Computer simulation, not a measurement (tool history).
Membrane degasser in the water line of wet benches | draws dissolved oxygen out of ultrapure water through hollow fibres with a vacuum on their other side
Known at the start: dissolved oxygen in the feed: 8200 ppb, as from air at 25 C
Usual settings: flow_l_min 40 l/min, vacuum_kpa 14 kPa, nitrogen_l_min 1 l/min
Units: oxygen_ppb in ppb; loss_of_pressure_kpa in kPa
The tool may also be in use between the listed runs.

run	hour	flow_l_min	vacuum_kpa	nitrogen_l_min	oxygen_ppb	loss_of_pressure_kpa
1	0	40	14	1	812.7	61.94
2	41.9	40	14	1	813.2	61.72
3	90.4	40	14	1	817	61.75
4	136	40	14	1	814.1	61.69
5	172.5	40	14	1	816.1	62.02
6	214.1	40	14	1	814.6	61.87
7	245.1	61	14	1	1137.7	93.77
8	282.4	61	14	1	1137.9	94.6
9	321.1	40	14	0.98	832.3	61.65
10	362.3	40	14	0.98	829.2	61.4
11	389.8	40	14	2.9	352	61.65
12	429.5	40	14	1	818.2	62.1
13	463.8	41	14	1	836.2	63.26
14	488.6	41	14	1	839.2	63.46
15	519.5	26	9.4	1.7	217.9	40.35
16	565.6	47	16.6	0.78	1326.2	72.81
17	597	47	16.6	0.78	1332	72.99
18	630.1	51	10.2	0.78	800.4	79.13
19	667.6	39	19.1	0.88	1247.7	60.37
20	718.1	28	14	2.36	297.5	43.1
21	765.8	40	13.5	1.54	569.7	61.99
22	787.7	39	19.5	0.45	1945.7	60.45
23	809.8	39	19.5	0.45	1947.6	60.79
24	848.8	47	16.2	0.62	1498.6	72.81
25	873.2	47	16.2	0.62	1495.8	72.76
26	901.7	40	14	1.85	512.3	61.96
27	944.1	40	14	1.85	514.7	62.09
28	973.5	58	13.8	1.85	713.2	89.71

Taken out of this log: 1 entry between the listed runs. Where each belongs, and how the hidden state differs across it:
Between runs 10 and 11: vacuum gauge calibrated (hour 385.7)
  true pressure behind the membrane over the reading, kPa: 0.01 -> 0; drift of the gauge itself on oxygen_ppb, %: 0.54 -> 0.58
  measured less the result without the state, oxygen_ppb: +5 -> +2.1 ppb
